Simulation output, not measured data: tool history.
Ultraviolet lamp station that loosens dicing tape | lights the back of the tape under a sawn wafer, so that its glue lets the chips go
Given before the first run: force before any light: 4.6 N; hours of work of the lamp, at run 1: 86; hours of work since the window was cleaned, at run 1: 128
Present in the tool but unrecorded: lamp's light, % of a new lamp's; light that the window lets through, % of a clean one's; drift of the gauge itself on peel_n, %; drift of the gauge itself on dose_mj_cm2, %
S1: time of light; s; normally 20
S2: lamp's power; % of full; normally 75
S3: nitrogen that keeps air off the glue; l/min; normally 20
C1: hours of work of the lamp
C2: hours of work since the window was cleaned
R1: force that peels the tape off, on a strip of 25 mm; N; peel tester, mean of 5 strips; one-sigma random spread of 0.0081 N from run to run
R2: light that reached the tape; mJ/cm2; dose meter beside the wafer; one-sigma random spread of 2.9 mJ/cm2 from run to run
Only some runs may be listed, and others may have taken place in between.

| run | hour | S1 | S2 | S3 | C1 | C2 | R1 | R2 |
|---|---|---|---|---|---|---|---|---|
| 1 | 0 | 20 | 75 | 20 | 86 | 128 | 0.36 | 395 |
| 2 | 8.8 | 20 | 61 | 20 | 92 | 133 | 0.482 | 318 |
| 3 | 13.4 | 20 | 73 | 20 | 95 | 136 | 0.395 | 379 |
| 4 | 19.6 | 20 | 75 | 20 | 99 | 140 | 0.348 | 386 |
| 5 | 24.6 | 20 | 98 | 20 | 102 | 143 | 0.272 | 501 |
| 6 | 30.2 | 20 | 98 | 20 | 105 | 146 | 0.267 | 501 |
| 7 | 37.2 | 20 | 98 | 20 | 109 | 150 | 0.261 | 505 |
| 8 | 43.7 | 25 | 75 | 20 | 113 | 154 | 0.28 | 483 |
| 9 | 51.8 | 25 | 75 | 20 | 118 | 159 | 0.266 | 483 |
| 10 | 58.1 | 20 | 75 | 8 | 122 | 163 | 0.629 | 379 |
| 11 | 65.7 | 20 | 75 | 8 | 127 | 168 | 0.616 | 383 |
| 12 | 70.1 | 20 | 75 | 8 | 130 | 171 | 0.642 | 379 |
| 13 | 79.7 | 20 | 67 | 20 | 136 | 177 | 0.417 | 337 |
| 14 | 85.2 | 20 | 67 | 20 | 139 | 180 | 0.441 | 340 |
| 15 | 90.7 | 20 | 75 | 20 | 142 | 183 | 0.362 | 377 |
| 16 | 97.6 | 20 | 75 | 20 | 147 | 188 | 0.371 | 378 |
| 17 | 107.2 | 20 | 75 | 20 | 152 | 194 | 0.371 | 376 |
| 18 | 112.7 | 20 | 75 | 20 | 156 | 197 | 0.39 | 374 |
| 19 | 118 | 20 | 75 | 20 | 159 | 200 | 0.383 | 374 |
| 20 | 127.2 | 20 | 88 | 20 | 165 | 206 | 0.313 | 440 |
| 21 | 137.6 | 20 | 88 | 20 | 171 | 212 | 0.297 | 433 |
| 22 | 147 | 20 | 98 | 20 | 177 | 218 | 0.282 | 484 |
| 23 | 152.1 | 27 | 77 | 20 | 180 | 221 | 0.262 | 514 |
| 24 | 159.3 | 12 | 75 | 22 | 185 | 226 | 0.79 | 221 |
| 25 | 163.9 | 32 | 75 | 29 | 187 | 228 | 0.228 | 584 |
| 26 | 169.9 | 12 | 86 | 13 | 191 | 232 | 0.88 | 252 |
| 27 | 177.5 | 12 | 86 | 17 | 196 | 237 | 0.751 | 248 |
| 28 | 185.5 | 25 | 82 | 10 | 201 | 242 | 0.365 | 503 |
| 29 | 192 | 25 | 82 | 10 | 205 | 246 | 0.389 | 493 |
| 30 | 199.1 | 25 | 82 | 10 | 209 | 250 | 0.385 | 499 |
| 31 | 206 | 20 | 75 | 8 | 213 | 254 | 0.687 | 358 |
| 32 | 212 | 15 | 63 | 22 | 217 | 258 | 0.73 | 228 |
| 33 | 218.3 | 15 | 63 | 22 | 221 | 262 | 0.724 | 228 |
| 34 | 227.3 | 28 | 81 | 12 | 226 | 267 | 0.306 | 543 |
| 35 | 236.3 | 23 | 75 | 14 | 232 | 273 | 0.395 | 411 |
| 36 | 246.2 | 23 | 75 | 12 | 238 | 279 | 0.446 | 414 |
| 37 | 252.5 | 23 | 75 | 12 | 242 | 283 | 0.454 | 411 |
| 38 | 258.9 | 19 | 63 | 15 | 246 | 287 | 0.672 | 279 |
| 39 | 267.5 | 19 | 85 | 15 | 251 | 292 | 0.442 | 375 |
| 40 | 273.1 | 20 | 73 | 8 | 255 | 296 | 0.741 | 341 |
| 41 | 279.4 | 20 | 73 | 8 | 258 | 300 | 0.796 | 342 |
| 42 | 287.2 | 32 | 75 | 23 | 263 | 304 | 0.251 | 559 |
| 43 | 292.3 | 26 | 87 | 23 | 266 | 307 | 0.248 | 537 |

What if the next run were any one of these 5? Each begins from the tool's condition after run 43:
| A | 299.2 | 26 | 87 | 14 | 271 | 312 | ? | ? |
| B | 299.2 | 18 | 87 | 23 | 271 | 312 | ? | ? |
| C | 299.2 | 26 | 87 | 9 | 271 | 312 | ? | ? |
| D | 299.2 | 37 | 73 | 10 | 271 | 312 | ? | ? |
| E | 299.2 | 26 | 69 | 22 | 271 | 312 | ? | ? |

| run | R1 | R2 |
|---|---|---|
| A | 0.287 | 527 |
| B | 0.346 | 369 |
| C | 0.356 | 528 |
| D | 0.279 | 630 |
| E | 0.308 | 417 |
The same runs, with their run-to-run variation unchanged, on a tool lacking any hidden condition would have given:
| run | R1 | R2 |
|---|---|---|
| A | 0.246 | 637 |
| B | 0.277 | 446 |
| C | 0.281 | 638 |
| D | 0.242 | 762 |
| E | 0.257 | 504 |
